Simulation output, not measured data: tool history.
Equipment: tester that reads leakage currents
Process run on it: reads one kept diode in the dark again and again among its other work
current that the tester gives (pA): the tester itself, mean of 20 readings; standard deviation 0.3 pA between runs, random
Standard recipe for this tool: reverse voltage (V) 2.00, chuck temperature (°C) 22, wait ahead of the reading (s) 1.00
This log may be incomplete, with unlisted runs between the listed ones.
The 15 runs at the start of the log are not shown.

run,hour,reverse voltage (V),chuck temperature (°C),wait ahead of the reading (s),current that the tester gives (pA)
16,392.6,2.00,22,1.00,98.27
17,427.9,2.00,22,1.00,98.93
18,461.2,2.00,22,1.00,97.95
19,495.4,2.00,22,5.83,97.55
20,515.8,2.00,22,5.83,97.09
21,548.1,2.00,22,5.83,97.24
22,572.8,4.80,45,0.49,1045.04
# hour 577.6: probe card cleaned and baked
23,593.7,3.77,45,1.78,943.87
24,623.0,2.00,53,1.00,1371.70
25,649.4,4.35,42,8.35,783.30
26,668.5,4.35,42,8.35,785.97
27,702.3,1.65,51,1.00,1082.89
# hour 728.1: probe card cleaned and baked, once more
28,730.3,4.23,22,0.61,131.72
29,757.2,4.23,40,0.61,646.36
30,779.2,1.72,24,1.10,107.53
31,805.4,1.72,24,1.10,107.27
32,837.3,1.72,24,1.10,107.23
33,862.9,1.72,24,1.10,107.49
34,885.6,9.59,23,1.00,201.04

What will run 35 give?
35,919.6,15.38,25,5.77,?

current that the tester gives (pA): 289.64
The same run, on a tool lacking any hidden state, would have yielded current that the tester gives (pA) 297.53.
